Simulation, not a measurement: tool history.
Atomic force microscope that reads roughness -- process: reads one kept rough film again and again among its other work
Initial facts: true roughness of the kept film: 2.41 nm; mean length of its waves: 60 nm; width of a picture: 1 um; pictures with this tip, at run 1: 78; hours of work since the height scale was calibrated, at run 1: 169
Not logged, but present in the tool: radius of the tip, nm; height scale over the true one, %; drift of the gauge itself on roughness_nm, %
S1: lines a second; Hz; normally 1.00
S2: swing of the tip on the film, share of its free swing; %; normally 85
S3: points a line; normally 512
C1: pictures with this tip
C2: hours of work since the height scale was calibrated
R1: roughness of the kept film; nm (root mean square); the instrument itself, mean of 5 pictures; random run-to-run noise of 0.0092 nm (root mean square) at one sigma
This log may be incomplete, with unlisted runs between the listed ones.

run,hour,S1,S2,S3,C1,C2,R1
1,0.0,1.00,85,512,78,169,2.043
2,19.8,2.40,85,512,96,179,1.733
3,36.3,2.40,85,512,112,186,1.715
4,47.4,2.40,85,512,122,192,1.730
5,67.8,2.40,85,528,141,201,1.714
6,79.7,2.40,85,528,152,207,1.709
7,90.6,2.40,85,528,162,212,1.710
8,111.0,2.40,85,528,181,222,1.709
# hour 113.3: height scale calibrated on a step standard
9,121.0,0.97,78,421,189,4,2.082
# hour 128.8: new tip fitted
10,132.0,0.97,78,421,3,9,2.144
11,141.8,0.97,78,421,12,13,2.159
12,151.3,3.99,85,441,21,18,1.499
13,160.9,1.23,76,300,29,23,2.115
14,171.3,1.30,71,315,39,27,2.162
15,181.1,1.30,71,341,48,32,2.146

How would selected steps in R1 from run to run divide? Give the signed amount a tool lacking its hidden state would still show from settings, what came in and random variation, and the signed amount left for the hidden state, including any gauge scatter that is not in both of the compared results.
Run 9 -> 10: new tip fitted. R1 +0.062 nm (root mean square): hidden state +0.083, all else -0.021.
Run 11 -> 12: S1 0.97 -> 3.99, S2 78 -> 85, S3 421 -> 441. R1 -0.660 nm (root mean square): hidden state +0.002, all else -0.662.
